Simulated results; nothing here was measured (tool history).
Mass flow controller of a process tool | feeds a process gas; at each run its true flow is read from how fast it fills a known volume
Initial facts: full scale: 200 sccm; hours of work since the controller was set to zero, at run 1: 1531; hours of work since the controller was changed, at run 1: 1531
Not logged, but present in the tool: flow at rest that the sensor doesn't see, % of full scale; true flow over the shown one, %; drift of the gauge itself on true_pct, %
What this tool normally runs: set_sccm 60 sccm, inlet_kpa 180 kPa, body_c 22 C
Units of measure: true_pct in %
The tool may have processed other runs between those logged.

run,hour,set_sccm,inlet_kpa,body_c,hours of work since the controller was set to zero,hours of work since the controller was changed,true_pct
1,0.0,60,180,22,1531,1531,98.95
2,173.1,60,180,22,1607,1607,98.85
3,305.5,60,141,22,1665,1665,98.56
4,522.1,60,141,22,1760,1760,98.75
5,636.6,60,141,22,1811,1811,98.55
6,846.9,60,141,31,1903,1903,98.14
7,1009.7,60,180,22,1975,1975,98.64
8,1165.1,116,180,22,2043,2043,99.42
9,1382.1,60,180,20,2139,2139,98.89
10,1503.2,60,159,22,2192,2192,98.56
11,1736.0,60,159,22,2294,2294,98.59
12,1853.1,60,159,22,2346,2346,98.46
13,2057.2,60,159,22,2436,2436,98.57
14,2238.7,60,159,22,2515,2515,98.46
15,2338.8,60,159,22,2559,2559,98.39
16,2559.5,60,159,22,2656,2656,98.30
17,2735.1,25,159,22,2734,2734,96.37
18,2834.9,60,180,22,2778,2778,98.49
19,3033.4,93,180,22,2865,2865,99.12
20,3179.0,93,180,37,2929,2929,98.32
21,3378.2,93,180,37,3016,3016,98.40
22,3532.3,60,180,22,3084,3084,98.51
23,3708.7,60,218,32,3162,3162,97.95
24,3855.3,103,235,37,3226,3226,98.76
25,4046.6,46,191,20,3310,3310,98.04
26,4212.9,191,186,32,3384,3384,99.59
27,4399.2,191,186,32,3465,3465,99.58
28,4501.1,28,170,31,3510,3510,95.82
29,4711.3,20,167,28,3603,3603,94.27
30,4941.2,20,167,28,3704,3704,94.10
31,5068.3,20,167,28,3760,3760,94.14
32,5244.0,83,193,22,3837,3837,98.70
33,5356.1,146,180,24,3886,3886,99.60
34,5505.4,42,189,25,3952,3952,97.15
35,5745.3,42,189,25,4057,4057,97.13
36,5958.0,191,156,37,4151,4151,99.13
37,6143.4,191,156,37,4233,4233,99.27
38,6306.7,38,156,22,4304,4304,96.62
39,6419.2,60,169,22,4354,4354,97.93
40,6659.1,60,169,22,4459,4459,97.87
41,6844.5,59,156,23,4541,4541,97.79
42,7004.7,141,193,35,4611,4611,98.85
43,7238.1,52,173,33,4714,4714,97.02
44,7473.7,22,152,38,4818,4818,93.07

Below are 5 alternative next runs, each starting from the tool's condition after run 44. Predict each:
A,7697.1,133,207,38,4916,4916,?
B,7697.1,22,152,23,4916,4916,?
C,7697.1,95,255,27,4916,4916,?
D,7697.1,96,152,38,4916,4916,?
E,7697.1,32,180,27,4916,4916,?

run,true_pct
A,98.73
B,93.64
C,98.98
D,97.94
E,95.50
Without the tool's unlogged condition, the same runs would have read:
run,true_pct
A,99.07
B,99.14
C,99.73
D,98.67
E,99.06

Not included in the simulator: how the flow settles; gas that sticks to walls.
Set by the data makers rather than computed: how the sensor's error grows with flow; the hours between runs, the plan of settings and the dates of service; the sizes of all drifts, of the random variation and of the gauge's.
